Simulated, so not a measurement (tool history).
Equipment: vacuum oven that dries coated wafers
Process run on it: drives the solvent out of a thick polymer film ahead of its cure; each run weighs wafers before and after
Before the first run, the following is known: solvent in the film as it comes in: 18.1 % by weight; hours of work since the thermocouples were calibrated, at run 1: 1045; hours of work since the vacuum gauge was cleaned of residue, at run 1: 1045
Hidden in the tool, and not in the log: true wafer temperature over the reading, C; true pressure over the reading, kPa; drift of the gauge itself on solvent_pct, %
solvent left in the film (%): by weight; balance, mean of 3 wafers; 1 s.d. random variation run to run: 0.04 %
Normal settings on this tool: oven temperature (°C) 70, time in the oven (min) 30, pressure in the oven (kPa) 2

run	hour	oven temperature (°C)	time in the oven (min)	pressure in the oven (kPa)	hours of work since the thermocouples were calibrated	hours of work since the vacuum gauge was cleaned of residue	solvent left in the film (%)
1	0	70	30	2	1045	1045	1.8
2	107.7	70	23	2	1119	1119	2.71
3	194.7	70	23	2	1179	1179	2.72
4	286.6	70	23	2	1243	1243	2.68
5	386.8	70	23	2	1312	1312	2.69
6	456.1	83	30	2	1360	1360	0.45
# hour 507.4: oven's thermocouples calibrated
7	562.2	83	30	2	38	1432	0.5
8	646.7	70	19	2	96	1490	4.32
9	758.8	70	30	3.77	174	1568	2.9
10	824.9	70	30	3.77	219	1613	2.83
11	898.4	81	30	2	270	1664	0.55
# hour 906.5: vacuum gauge cleaned of residue and calibrated
12	1000.5	56	17	1.31	340	65	10.28
13	1106.2	62	37	1.03	413	138	4
14	1200.1	62	37	2.43	478	203	4.49
15	1311.6	62	28	2.43	555	280	5.8
# hour 1318.9: vacuum gauge cleaned of residue and calibrated, once more
16	1425.1	62	28	2.43	632	73	5.59
17	1540.5	80	19	2	712	153	1.13
18	1594.3	81	24	3.75	749	190	0.93
19	1703.9	70	30	1.38	825	266	1.81

4 options for the next run, each taken on its own from the tool as it stands now. Forecast them:
A	1817.8	72	30	1.03	904	345	?
B	1817.8	70	19	5.97	904	345	?
C	1817.8	60	30	1.38	904	345	?
D	1817.8	66	28	2.37	904	345	?

run	solvent left in the film (%)
A	1.22
B	4.84
C	5.56
D	3.71
Stripped of hidden state, with their random variation kept, the same runs would have yielded:
run	solvent left in the film (%)
A	1.37
B	5.14
C	5.88
D	3.99
